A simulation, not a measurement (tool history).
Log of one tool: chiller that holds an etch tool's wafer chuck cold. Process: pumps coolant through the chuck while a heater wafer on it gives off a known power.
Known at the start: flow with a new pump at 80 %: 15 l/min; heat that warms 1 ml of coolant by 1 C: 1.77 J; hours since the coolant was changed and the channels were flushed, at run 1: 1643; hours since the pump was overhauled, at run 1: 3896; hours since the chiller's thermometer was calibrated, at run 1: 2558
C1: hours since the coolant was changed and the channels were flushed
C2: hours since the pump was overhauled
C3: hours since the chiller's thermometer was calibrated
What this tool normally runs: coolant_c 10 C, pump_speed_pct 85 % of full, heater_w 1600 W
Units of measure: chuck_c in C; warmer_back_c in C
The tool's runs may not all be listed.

Run 1, hour 0.0: usual settings; C1 1643; C2 3896; C3 2558. Result: chuck_c 20.6 C, warmer_back_c 3.50 C.
Run 2, hour 109.4: usual settings; C1 1753; C2 4005; C3 2667. Result: chuck_c 20.6 C, warmer_back_c 3.52 C.
Run 3, hour 213.9: usual settings; C1 1857; C2 4110; C3 2772. Result: chuck_c 20.6 C, warmer_back_c 3.55 C.
Run 4, hour 262.0: usual settings but pump_speed_pct 61 % of full; C1 1905; C2 4158; C3 2820. Result: chuck_c 24.3 C, warmer_back_c 4.88 C.
At hour 313.6: chiller's thermometer calibrated.
Run 5, hour 340.8: usual settings but heater_w 1376 W; C1 1983; C2 4235; C3 27. Result: chuck_c 19.4 C, warmer_back_c 3.05 C.
Run 6, hour 407.6: usual settings; C1 2050; C2 4302; C3 94. Result: chuck_c 20.9 C, warmer_back_c 3.43 C.
Run 7, hour 474.6: usual settings; C1 2117; C2 4369; C3 161. Result: chuck_c 20.7 C, warmer_back_c 3.53 C.
At hour 499.5: chiller's thermometer calibrated, once more.
Run 8, hour 591.3: usual settings but heater_w 1260 W; C1 2232; C2 4485; C3 92. Result: chuck_c 18.3 C, warmer_back_c 2.83 C.
Run 9, hour 656.2: usual settings but heater_w 1260 W; C1 2297; C2 4550; C3 157. Result: chuck_c 18.5 C, warmer_back_c 2.82 C.
Run 10, hour 771.9: usual settings but heater_w 1260 W; C1 2413; C2 4665; C3 272. Result: chuck_c 18.6 C, warmer_back_c 2.81 C.
Run 11, hour 835.5: usual settings; C1 2477; C2 4729; C3 336. Result: chuck_c 20.8 C, warmer_back_c 3.55 C.
Run 12, hour 914.5: usual settings; C1 2556; C2 4808; C3 415. Result: chuck_c 20.9 C, warmer_back_c 3.55 C.
Run 13, hour 970.7: usual settings; C1 2612; C2 4864; C3 471. Result: chuck_c 20.8 C, warmer_back_c 3.51 C.
Run 14, hour 1051.2: usual settings; C1 2692; C2 4945; C3 552. Result: chuck_c 21.0 C, warmer_back_c 3.54 C.
Run 15, hour 1168.4: usual settings; C1 2810; C2 5062; C3 669. Result: chuck_c 20.8 C, warmer_back_c 3.47 C.
Run 16, hour 1233.8: usual settings; C1 2875; C2 5127; C3 734. Result: chuck_c 21.0 C, warmer_back_c 3.54 C.
Run 17, hour 1308.5: usual settings; C1 2950; C2 5202; C3 809. Result: chuck_c 20.9 C, warmer_back_c 3.56 C.
Run 18, hour 1393.0: usual settings but heater_w 1302 W; C1 3034; C2 5287; C3 894. Result: chuck_c 18.9 C, warmer_back_c 2.94 C.
Run 19, hour 1474.0: usual settings but heater_w 1302 W; C1 3115; C2 5368; C3 974. Result: chuck_c 19.0 C, warmer_back_c 2.93 C.
Run 20, hour 1553.1: usual settings but heater_w 1302 W; C1 3194; C2 5447; C3 1054. Result: chuck_c 19.1 C, warmer_back_c 2.92 C.
Run 21, hour 1604.1: usual settings but coolant_c 13 C, pump_speed_pct 90 % of full, heater_w 884 W; C1 3245; C2 5498; C3 1105. Result: chuck_c 18.8 C, warmer_back_c 1.83 C.
Run 22, hour 1652.4: usual settings but coolant_c 3 C, pump_speed_pct 99 % of full, heater_w 1106 W; C1 3294; C2 5546; C3 1153. Result: chuck_c 9.8 C, warmer_back_c 2.14 C.
Run 23, hour 1723.0: usual settings but coolant_c 3 C, pump_speed_pct 99 % of full, heater_w 1106 W; C1 3364; C2 5617; C3 1224. Result: chuck_c 9.7 C, warmer_back_c 2.12 C.
Run 24, hour 1785.0: usual settings but coolant_c 3 C, pump_speed_pct 68 % of full, heater_w 2105 W; C1 3426; C2 5679; C3 1286. Result: chuck_c 20.8 C, warmer_back_c 5.89 C.
Run 25, hour 1871.1: usual settings but coolant_c 0 C, pump_speed_pct 64 % of full, heater_w 1932 W; C1 3512; C2 5765; C3 1372. Result: chuck_c 17.4 C, warmer_back_c 5.75 C.
Run 26, hour 1984.4: usual settings but coolant_c 14 C, heater_w 2065 W; C1 3625; C2 5878; C3 1485. Result: chuck_c 28.3 C, warmer_back_c 4.55 C.
Run 27, hour 2073.8: usual settings but coolant_c 4 C, pump_speed_pct 60 % of full, heater_w 881 W; C1 3715; C2 5967; C3 1574. Result: chuck_c 12.5 C, warmer_back_c 2.79 C.
Run 28, hour 2164.5: usual settings but coolant_c 8 C, pump_speed_pct 89 % of full, heater_w 1917 W; C1 3806; C2 6058; C3 1665. Result: chuck_c 20.9 C, warmer_back_c 4.12 C.
Run 29, hour 2250.8: usual settings but coolant_c 8 C, pump_speed_pct 89 % of full, heater_w 1917 W; C1 3892; C2 6144; C3 1751. Result: chuck_c 21.0 C, warmer_back_c 4.09 C.
Run 30, hour 2305.1: usual settings but coolant_c 11 C, heater_w 1933 W; C1 3946; C2 6199; C3 1806. Result: chuck_c 24.7 C, warmer_back_c 4.27 C.
Run 31, hour 2398.2: usual settings but coolant_c 11 C, heater_w 1933 W; C1 4039; C2 6292; C3 1899. Result: chuck_c 24.8 C, warmer_back_c 4.34 C.

Some steps in chuck_c between neighbouring runs. How much of each would the tool show without its hidden state too (settings, what came in, random variation), and how much is left for the hidden state, with any gauge scatter that isn't in both results?
What the log doesn't record here: heat passed by the chuck's channels, % of clean ones'; flow at a given pump speed, % of a new pump's; coolant's true temperature over the reading, C; drift of the gauge itself on chuck_c, C; drift of the gauge itself on warmer_back_c, C.
Run 23 -> 24: pump_speed_pct 99 -> 68, heater_w 1106 -> 2105. chuck_c +11.1 C: hidden state +1.2, all else +9.9.
Run 25 -> 26: coolant_c 0 -> 14, pump_speed_pct 64 -> 85, heater_w 1932 -> 2065. chuck_c +10.9 C: hidden state -0.3, all else +11.2.
Run 26 -> 27: coolant_c 14 -> 4, pump_speed_pct 85 -> 60, heater_w 2065 -> 881. chuck_c -15.8 C: hidden state -0.6, all else -15.2.
Run 27 -> 28: coolant_c 4 -> 8, pump_speed_pct 60 -> 89, heater_w 881 -> 1917. chuck_c +8.4 C: hidden state +0.5, all else +7.9.
